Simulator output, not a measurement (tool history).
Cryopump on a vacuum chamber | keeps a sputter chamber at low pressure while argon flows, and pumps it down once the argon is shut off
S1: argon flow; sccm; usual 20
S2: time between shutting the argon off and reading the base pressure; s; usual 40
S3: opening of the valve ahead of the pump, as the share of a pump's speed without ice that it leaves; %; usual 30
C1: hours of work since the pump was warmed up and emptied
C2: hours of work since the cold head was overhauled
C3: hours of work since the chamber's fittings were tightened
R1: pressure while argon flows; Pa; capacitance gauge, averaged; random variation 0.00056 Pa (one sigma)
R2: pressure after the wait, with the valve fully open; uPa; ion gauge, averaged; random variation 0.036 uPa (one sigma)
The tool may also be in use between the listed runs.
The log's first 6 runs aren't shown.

| run | hour | S1 | S2 | S3 | C1 | C2 | C3 | R1 | R2 |
|---|---|---|---|---|---|---|---|---|---|
| 7 | 72.8 | 27 | 40 | 23 | 341 | 341 | 879 | 0.1164 | 2.55 |
| 8 | 85.8 | 27 | 40 | 23 | 347 | 347 | 886 | 0.1150 | 2.57 |
| 9 | 103.0 | 20 | 40 | 30 | 355 | 355 | 894 | 0.0659 | 2.61 |
| 10 | 115.5 | 20 | 40 | 30 | 361 | 361 | 900 | 0.0658 | 2.64 |
| 11 | 127.8 | 20 | 40 | 47 | 367 | 367 | 905 | 0.0432 | 2.63 |
| 12 | 137.5 | 20 | 40 | 30 | 371 | 371 | 910 | 0.0671 | 2.55 |
| 13 | 155.5 | 20 | 40 | 30 | 380 | 380 | 918 | 0.0664 | 2.58 |
| 14 | 166.2 | 17 | 40 | 30 | 385 | 385 | 923 | 0.0572 | 2.62 |
| 15 | 180.2 | 20 | 57 | 30 | 391 | 391 | 930 | 0.0673 | 2.00 |
| 16 | 188.1 | 19 | 40 | 30 | 395 | 395 | 934 | 0.0645 | 2.67 |
| 17 | 205.4 | 19 | 40 | 30 | 403 | 403 | 942 | 0.0633 | 2.65 |
| 18 | 213.8 | 38 | 40 | 52 | 407 | 407 | 946 | 0.0757 | 2.58 |

The next listed run, before its measurement:
| 19 | 224.2 | 20 | 84 | 30 | 412 | 412 | 951 | ? | ? |

R1: 0.0666 Pa
R2: 1.65 uPa
Without the tool's hidden state the same run would have given R1 0.0634 Pa, R2 1.02 uPa.

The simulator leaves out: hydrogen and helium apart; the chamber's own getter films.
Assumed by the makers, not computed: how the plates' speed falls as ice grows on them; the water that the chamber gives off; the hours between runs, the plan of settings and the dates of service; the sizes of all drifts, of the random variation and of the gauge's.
